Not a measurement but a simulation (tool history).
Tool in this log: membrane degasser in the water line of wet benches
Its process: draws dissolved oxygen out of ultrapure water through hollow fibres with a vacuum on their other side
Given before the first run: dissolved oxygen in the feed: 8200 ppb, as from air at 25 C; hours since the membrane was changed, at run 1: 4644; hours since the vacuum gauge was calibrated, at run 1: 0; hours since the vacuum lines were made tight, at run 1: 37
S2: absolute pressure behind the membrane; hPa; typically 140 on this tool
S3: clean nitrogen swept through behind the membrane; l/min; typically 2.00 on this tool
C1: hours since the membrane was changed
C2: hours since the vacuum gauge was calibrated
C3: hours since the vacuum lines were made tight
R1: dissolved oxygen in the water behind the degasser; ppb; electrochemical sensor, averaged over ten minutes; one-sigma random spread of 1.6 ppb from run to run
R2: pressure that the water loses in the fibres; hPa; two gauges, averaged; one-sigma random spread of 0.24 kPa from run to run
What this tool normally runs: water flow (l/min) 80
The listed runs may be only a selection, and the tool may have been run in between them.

run 1 hour=0.0 | water_flow_(l/min)=80 S2=140 S3=2.00 | C1=4644 C2=0 C3=37 | R1=802.8 R2=634.8
run 2 hour=144.2 | water_flow_(l/min)=80 S2=140 S3=2.00 | C1=4789 C2=144 C3=182 | R1=805.4 R2=634.0
run 3 hour=229.7 | water_flow_(l/min)=53 S2=140 S3=2.00 | C1=4874 C2=230 C3=267 | R1=580.6 R2=416.0
run 4 hour=310.9 | water_flow_(l/min)=53 S2=140 S3=2.00 | C1=4955 C2=311 C3=348 | R1=580.9 R2=419.4
run 5 hour=488.3 | water_flow_(l/min)=83 S2=140 S3=2.00 | C1=5133 C2=488 C3=526 | R1=833.7 R2=655.0
run 6 hour=638.6 | water_flow_(l/min)=80 S2=98 S3=2.00 | C1=5283 C2=639 C3=676 | R1=515.2 R2=631.1
run 7 hour=746.4 | water_flow_(l/min)=80 S2=98 S3=2.00 | C1=5391 C2=746 C3=784 | R1=514.5 R2=634.1
run 8 hour=860.9 | water_flow_(l/min)=80 S2=140 S3=1.32 | C1=5505 C2=861 C3=898 | R1=1083.5 R2=635.1
run 9 hour=987.5 | water_flow_(l/min)=80 S2=140 S3=1.32 | C1=5632 C2=987 C3=1025 | R1=1086.9 R2=635.4
run 10 hour=1090.4 | water_flow_(l/min)=80 S2=140 S3=1.32 | C1=5735 C2=1090 C3=1128 | R1=1081.9 R2=637.4
run 11 hour=1178.1 | water_flow_(l/min)=80 S2=140 S3=2.00 | C1=5822 C2=1178 C3=1215 | R1=808.1 R2=637.6
run 12 hour=1301.9 | water_flow_(l/min)=80 S2=140 S3=2.00 | C1=5946 C2=1302 C3=1339 | R1=810.1 R2=640.5
run 13 hour=1429.8 | water_flow_(l/min)=80 S2=140 S3=2.00 | C1=6074 C2=1430 C3=1467 | R1=811.2 R2=635.6
-- hour=1439.5 vacuum gauge calibrated
run 14 hour=1578.6 | water_flow_(l/min)=80 S2=152 S3=2.00 | C1=6222 C2=139 C3=1615 | R1=896.3 R2=639.3
run 15 hour=1721.3 | water_flow_(l/min)=80 S2=152 S3=2.00 | C1=6365 C2=282 C3=1758 | R1=894.5 R2=642.3
run 16 hour=1803.7 | water_flow_(l/min)=80 S2=140 S3=2.00 | C1=6447 C2=364 C3=1841 | R1=813.9 R2=642.0
run 17 hour=1967.4 | water_flow_(l/min)=80 S2=293 S3=2.00 | C1=6611 C2=528 C3=2004 | R1=1742.4 R2=637.9
-- hour=1994.4 vacuum gauge calibrated, once more
run 18 hour=2046.9 | water_flow_(l/min)=65 S2=283 S3=0.82 | C1=6690 C2=53 C3=2083 | R1=2559.8 R2=523.4
run 19 hour=2141.4 | water_flow_(l/min)=65 S2=283 S3=2.61 | C1=6785 C2=147 C3=2178 | R1=1192.9 R2=522.9
run 20 hour=2295.3 | water_flow_(l/min)=65 S2=283 S3=2.61 | C1=6939 C2=301 C3=2332 | R1=1191.9 R2=525.9
run 21 hour=2402.8 | water_flow_(l/min)=65 S2=150 S3=2.61 | C1=7046 C2=408 C3=2439 | R1=604.6 R2=523.0
run 22 hour=2579.4 | water_flow_(l/min)=65 S2=150 S3=2.61 | C1=7223 C2=585 C3=2616 | R1=605.2 R2=522.8
run 23 hour=2759.7 | water_flow_(l/min)=49 S2=164 S3=2.61 | C1=7403 C2=765 C3=2796 | R1=530.4 R2=396.8
run 24 hour=2892.0 | water_flow_(l/min)=81 S2=87 S3=1.09 | C1=7535 C2=898 C3=2928 | R1=677.8 R2=656.3
run 25 hour=3026.7 | water_flow_(l/min)=83 S2=140 S3=1.04 | C1=7670 C2=1032 C3=3063 | R1=1298.0 R2=670.4
run 26 hour=3159.5 | water_flow_(l/min)=64 S2=289 S3=2.22 | C1=7803 C2=1165 C3=3196 | R1=1358.5 R2=517.1
run 27 hour=3280.5 | water_flow_(l/min)=68 S2=140 S3=2.84 | C1=7924 C2=1286 C3=3317 | R1=545.5 R2=547.4
run 28 hour=3431.8 | water_flow_(l/min)=59 S2=138 S3=5.17 | C1=8075 C2=1437 C3=3468 | R1=283.3 R2=479.0
run 29 hour=3595.1 | water_flow_(l/min)=77 S2=140 S3=2.00 | C1=8238 C2=1601 C3=3631 | R1=794.2 R2=619.7
run 30 hour=3696.0 | water_flow_(l/min)=77 S2=166 S3=2.22 | C1=8339 C2=1702 C3=3732 | R1=894.0 R2=627.4
run 31 hour=3806.2 | water_flow_(l/min)=77 S2=166 S3=2.22 | C1=8449 C2=1812 C3=3843 | R1=887.4 R2=622.6
run 32 hour=3935.4 | water_flow_(l/min)=77 S2=318 S3=0.98 | C1=8579 C2=1941 C3=3972 | R1=2807.0 R2=628.7

4 ways to go on from here, each from the tool as it stands after run 32. What would each give?
run A hour=4120.0 | water_flow_(l/min)=70 S2=208 S3=2.00 | C1=8763 C2=2126 C3=4156 | R1=? R2=?
run B hour=4120.0 | water_flow_(l/min)=80 S2=209 S3=2.00 | C1=8763 C2=2126 C3=4156 | R1=? R2=?
run C hour=4120.0 | water_flow_(l/min)=77 S2=305 S3=1.96 | C1=8763 C2=2126 C3=4156 | R1=? R2=?
run D hour=4120.0 | water_flow_(l/min)=99 S2=158 S3=4.13 | C1=8763 C2=2126 C3=4156 | R1=? R2=?

run=A R1=1141.6 R2=566.7
run=B R1=1266.8 R2=650.7
run=C R1=1789.1 R2=626.5
run=D R1=647.0 R2=806.4
With the hidden condition removed and each run's random variation left untouched, the same runs would have given:
run=A R1=1130.4 R2=530.7
run=B R1=1254.3 R2=609.4
run=C R1=1777.8 R2=586.9
run=D R1=633.1 R2=755.3
